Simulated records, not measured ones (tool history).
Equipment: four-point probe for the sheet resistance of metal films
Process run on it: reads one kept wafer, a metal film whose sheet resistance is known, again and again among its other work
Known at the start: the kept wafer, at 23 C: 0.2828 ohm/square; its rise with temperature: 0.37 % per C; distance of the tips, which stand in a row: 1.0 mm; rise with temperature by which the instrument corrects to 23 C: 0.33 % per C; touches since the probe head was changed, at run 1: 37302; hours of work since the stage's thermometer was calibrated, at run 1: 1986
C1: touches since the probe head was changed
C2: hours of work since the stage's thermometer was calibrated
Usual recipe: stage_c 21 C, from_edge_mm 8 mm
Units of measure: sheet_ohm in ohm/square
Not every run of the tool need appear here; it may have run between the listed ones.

Run 1, hour 0.0: usual settings; C1 37302; C2 1986. Result: sheet_ohm 0.287015 ohm/square.
Run 2, hour 84.3: usual settings; C1 40138; C2 2020. Result: sheet_ohm 0.286946 ohm/square.
Run 3, hour 196.7: usual settings; C1 43917; C2 2065. Result: sheet_ohm 0.286987 ohm/square.
Run 4, hour 332.2: usual settings; C1 48472; C2 2120. Result: sheet_ohm 0.286790 ohm/square.
Run 5, hour 442.4: usual settings; C1 52180; C2 2164. Result: sheet_ohm 0.286922 ohm/square.
Run 6, hour 582.1: usual settings; C1 56876; C2 2221. Result: sheet_ohm 0.286871 ohm/square.
Run 7, hour 706.3: usual settings but stage_c 23 C; C1 61052; C2 2271. Result: sheet_ohm 0.287124 ohm/square.
Run 8, hour 807.3: usual settings but stage_c 23 C; C1 64450; C2 2311. Result: sheet_ohm 0.287152 ohm/square.
At hour 871.6: stage's thermometer calibrated.
Run 9, hour 919.7: usual settings; C1 68213; C2 19. Result: sheet_ohm 0.287058 ohm/square.
Run 10, hour 1035.0: usual settings; C1 72092; C2 66. Result: sheet_ohm 0.286985 ohm/square.
Run 11, hour 1136.4: usual settings; C1 75500; C2 107. Result: sheet_ohm 0.286944 ohm/square.
Run 12, hour 1283.2: usual settings but stage_c 18 C; C1 80437; C2 166. Result: sheet_ohm 0.286470 ohm/square.
At hour 1346.8: stage's thermometer calibrated, once more.
Run 13, hour 1385.7: usual settings but stage_c 18 C; C1 83866; C2 16. Result: sheet_ohm 0.285499 ohm/square.
Run 14, hour 1448.3: usual settings but stage_c 18 C; C1 85973; C2 41. Result: sheet_ohm 0.285656 ohm/square.
Run 15, hour 1544.9: usual settings but stage_c 18 C; C1 89220; C2 80. Result: sheet_ohm 0.285608 ohm/square.

Estimate the outcome of run 16 from the log above:
Run 16, hour 1662.4: usual settings but stage_c 23 C; C1 93172; C2 127. Result: sheet_ohm ?.

sheet_ohm: 0.286191 ohm/square
Take away the tool's hidden state, keep the run-to-run variation as it was, and the same run would have given sheet_ohm 0.285198 ohm/square.
